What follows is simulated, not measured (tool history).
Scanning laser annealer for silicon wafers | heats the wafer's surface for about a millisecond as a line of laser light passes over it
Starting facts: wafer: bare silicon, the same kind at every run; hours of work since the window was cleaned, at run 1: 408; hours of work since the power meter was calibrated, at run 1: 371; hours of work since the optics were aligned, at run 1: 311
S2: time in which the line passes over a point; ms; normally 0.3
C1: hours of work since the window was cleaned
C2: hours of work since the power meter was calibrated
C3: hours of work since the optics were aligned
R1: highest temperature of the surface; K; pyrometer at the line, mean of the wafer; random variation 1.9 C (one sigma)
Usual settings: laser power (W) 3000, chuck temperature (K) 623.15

run 1 hour=0 | laser_power_(W)=3000 S2=0.3 chuck_temperature_(K)=623.15 | C1=408 C2=371 C3=311 | R1=1402.15
run 2 hour=17 | laser_power_(W)=3000 S2=0.3 chuck_temperature_(K)=623.15 | C1=420 C2=384 C3=323 | R1=1405.15
run 3 hour=52.1 | laser_power_(W)=3000 S2=0.3 chuck_temperature_(K)=623.15 | C1=445 C2=409 C3=348 | R1=1396.15
run 4 hour=81.6 | laser_power_(W)=3000 S2=0.3 chuck_temperature_(K)=623.15 | C1=466 C2=430 C3=369 | R1=1400.15
run 5 hour=114.7 | laser_power_(W)=3000 S2=0.3 chuck_temperature_(K)=623.15 | C1=490 C2=453 C3=393 | R1=1398.15
run 6 hour=134.6 | laser_power_(W)=3000 S2=0.3 chuck_temperature_(K)=623.15 | C1=504 C2=468 C3=407 | R1=1397.15
run 7 hour=161.4 | laser_power_(W)=3000 S2=0.3 chuck_temperature_(K)=623.15 | C1=523 C2=487 C3=426 | R1=1394.15
run 8 hour=196 | laser_power_(W)=3000 S2=0.3 chuck_temperature_(K)=623.15 | C1=548 C2=512 C3=451 | R1=1394.15
run 9 hour=237.2 | laser_power_(W)=3000 S2=0.3 chuck_temperature_(K)=623.15 | C1=578 C2=541 C3=480 | R1=1387.15
-- hour=243.7 laser's power meter calibrated
-- hour=255.6 window over the wafer cleaned
run 10 hour=282.7 | laser_power_(W)=3000 S2=0.3 chuck_temperature_(K)=623.15 | C1=19 C2=27 C3=509 | R1=1436.15
run 11 hour=314.5 | laser_power_(W)=3000 S2=0.3 chuck_temperature_(K)=623.15 | C1=42 C2=49 C3=532 | R1=1430.15
run 12 hour=345.5 | laser_power_(W)=3000 S2=0.3 chuck_temperature_(K)=623.15 | C1=64 C2=71 C3=554 | R1=1430.15
run 13 hour=382.3 | laser_power_(W)=2603 S2=0.342 chuck_temperature_(K)=623.15 | C1=91 C2=98 C3=581 | R1=1345.15
run 14 hour=412.6 | laser_power_(W)=2806 S2=0.215 chuck_temperature_(K)=607.15 | C1=112 C2=119 C3=602 | R1=1251.15
run 15 hour=432.9 | laser_power_(W)=2832 S2=0.305 chuck_temperature_(K)=599.15 | C1=127 C2=134 C3=617 | R1=1356.15
-- hour=465.7 laser's power meter calibrated, once more
run 16 hour=473.7 | laser_power_(W)=2832 S2=0.305 chuck_temperature_(K)=599.15 | C1=154 C2=6 C3=644 | R1=1350.15
run 17 hour=499.2 | laser_power_(W)=2702 S2=0.255 chuck_temperature_(K)=640.15 | C1=172 C2=24 C3=662 | R1=1301.15
run 18 hour=541 | laser_power_(W)=2702 S2=0.255 chuck_temperature_(K)=640.15 | C1=202 C2=54 C3=692 | R1=1299.15
run 19 hour=583.3 | laser_power_(W)=2702 S2=0.255 chuck_temperature_(K)=614.15 | C1=232 C2=84 C3=722 | R1=1267.15
run 20 hour=620.3 | laser_power_(W)=3159 S2=0.325 chuck_temperature_(K)=599.15 | C1=259 C2=111 C3=749 | R1=1467.15
run 21 hour=641.5 | laser_power_(W)=2843 S2=0.274 chuck_temperature_(K)=599.15 | C1=274 C2=126 C3=764 | R1=1313.15
run 22 hour=658.8 | laser_power_(W)=2843 S2=0.274 chuck_temperature_(K)=599.15 | C1=286 C2=138 C3=776 | R1=1314.15
run 23 hour=692.3 | laser_power_(W)=3000 S2=0.279 chuck_temperature_(K)=628.15 | C1=310 C2=162 C3=800 | R1=1392.15

Across each entry between runs, compare the hidden state at the last listed run before it with the hidden state at the first listed run after it:
After run 9, before run 10: laser's power meter calibrated (hour 243.7); window over the wafer cleaned (hour 255.6)
  light that passes the window, % of a clean one's: 94.98 -> 99.82; width of the line over the set one, %: 0.53 -> 0.56
  the result without the hidden state subtracted from the measured one, R1: -50 -> -4 K
After run 15, before run 16: laser's power meter calibrated, once more (hour 465.7)
  light that passes the window, % of a clean one's: 98.97 -> 98.74; laser's true power over the reading, %: 0.02 -> -0.01; width of the line over the set one, %: 0.67 -> 0.69
  the result without the hidden state subtracted from the measured one, R1: -12 -> -15 K
